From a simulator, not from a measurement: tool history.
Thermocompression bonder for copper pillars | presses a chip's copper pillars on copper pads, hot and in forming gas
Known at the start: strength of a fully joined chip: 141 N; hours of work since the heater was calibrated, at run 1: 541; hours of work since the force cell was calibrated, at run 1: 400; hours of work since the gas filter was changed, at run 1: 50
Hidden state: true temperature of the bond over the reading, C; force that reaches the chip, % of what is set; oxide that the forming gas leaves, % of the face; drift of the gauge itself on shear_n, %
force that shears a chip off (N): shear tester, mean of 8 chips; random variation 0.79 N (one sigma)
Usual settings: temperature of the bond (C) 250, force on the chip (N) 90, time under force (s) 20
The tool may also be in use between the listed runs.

run     day  temperature of the bond (C)  force on the chip (N)  time under force (s)  hours of work since the heater was calibrated  hours of work since the force cell was calibrated  hours of work since the gas filter was changed  force that shears a chip off (N)
  1       0                          250                     90                    20                                            541                                                400                                              50                              51.5
      0.888  -- heater calibrated with a thermocouple chip
  2   2.296                          250                     59                    20                                             25                                                439                                              89                              40.2
  3   4.617                          250                     90                    20                                             65                                                480                                             129                              55.7
  4   5.812                          250                     90                    20                                             86                                                501                                             150                              55.9
  5   6.846                          250                     90                    20                                            104                                                519                                             169                              54.5
  6   8.308                          250                     90                    20                                            130                                                544                                             194                              53.6
  7   9.754                          250                     90                    20                                            155                                                570                                             219                              51.7
  8  11.571                          250                     90                    20                                            187                                                602                                             251                              53.4
  9  13.271                          250                     78                    20                                            217                                                631                                             281                              44.7
 10  15.196                          250                     78                    20                                            251                                                665                                             315                              43.2
     16.696  -- forming gas filter changed
 11  16.829                          250                     90                    20                                            279                                                693                                               2                              52.9
     17.771  -- force cell calibrated
 12  18.988                          250                     90                    42                                            316                                                 21                                              39                              73.9
 13  20.758                          250                     90                    42                                            347                                                 52                                              70                              72.6
 14  23.279                          250                     90                    20                                            391                                                 97                                             114                              54.9
 15  25.438                          250                     70                    20                                            429                                                134                                             152                                41
 16  26.654                          250                     70                    20                                            450                                                156                                             173                              41.8
 17  28.383                          250                     90                    20                                            480                                                186                                             204                              51.1
 18  30.433                          250                     90                    20                                            516                                                222                                             240                              49.5
 19  32.338                          231                     90                    20                                            550                                                255                                             273                              37.1
     32.538  -- heater calibrated with a thermocouple chip
 20  33.446                          231                     90                    18                                             16                                                273                                             291                              40.2
 21  34.883                          231                     90                    18                                             41                                                298                                             316                              39.6
     36.246  -- forming gas filter changed
 22  36.779                          250                     69                    24                                             74                                                331                                               9                              48.4
 23  38.758                          254                     55                    17                                            109                                                366                                              44                              35.6
 24  40.321                          239                     55                    17                                            136                                                393                                              71                              27.5
 25  42.175                          250                    102                    33                                            169                                                426                                             104                              72.8
 26  43.662                          250                    102                    14                                            195                                                452                                             130                              51.5
 27  44.896                          250                    102                    14                                            216                                                474                                             152                              50.2
 28  46.125                          225                    124                    14                                            238                                                495                                             173                              42.9
 29  48.279                          225                    124                    14                                            276                                                533                                             211                              41.8
 30  49.329                          277                     90                    20                                            294                                                551                                             229                              69.1
 31  51.788                          277                     90                    11                                            337                                                594                                             272                              54.8
 32  53.388                          277                     90                    11                                            365                                                622                                             300                              53.7
 33  55.404                          272                    132                    30                                            400                                                658                                             336                              90.1
      55.65  -- forming gas filter changed
 34  57.558                          274                     58                    30                                            438                                                695                                              33                              53.8
       58.4  -- force cell calibrated
 35  59.767                          250                     90                    51                                            475                                                 24                                              71                              72.8
 36  60.979                          250                     90                    51                                            497                                                 45                                              92                              74.6
 37  62.992                          250                     90                    51                                            532                                                 80                                             128                              72.9
     64.321  -- heater calibrated with a thermocouple chip
 38  64.975                          250                     85                    15                                             12                                                114                                             161                              48.8
 39  67.071                          231                     55                    20                                             48                                                150                                             198                              27.7

Some steps in force that shears a chip off (N) between neighbouring runs. How much of each would the tool show without its hidden state too (settings, what came in, random variation), and how much is left for the hidden state, with any gauge scatter that isn't in both results?
Run 1 -> 2: force on the chip (N) 90 -> 59, heater calibrated with a thermocouple chip. force that shears a chip off (N) -11.3: hidden state +6.6, all else -17.9.
Run 24 -> 25: temperature of the bond (C) 239 -> 250, force on the chip (N) 55 -> 102, time under force (s) 17 -> 33. force that shears a chip off (N) +45.3: hidden state -4.9, all else +50.2.
Run 32 -> 33: temperature of the bond (C) 277 -> 272, force on the chip (N) 90 -> 132, time under force (s) 11 -> 30. force that shears a chip off (N) +36.4: hidden state -4.5, all else +40.9.
Run 33 -> 34: temperature of the bond (C) 272 -> 274, force on the chip (N) 132 -> 58, forming gas filter changed. force that shears a chip off (N) -36.3: hidden state +6.6, all else -42.9.
Run 37 -> 38: force on the chip (N) 90 -> 85, time under force (s) 51 -> 15, heater calibrated with a thermocouple chip. force that shears a chip off (N) -24.1: hidden state +9.8, all else -33.9.
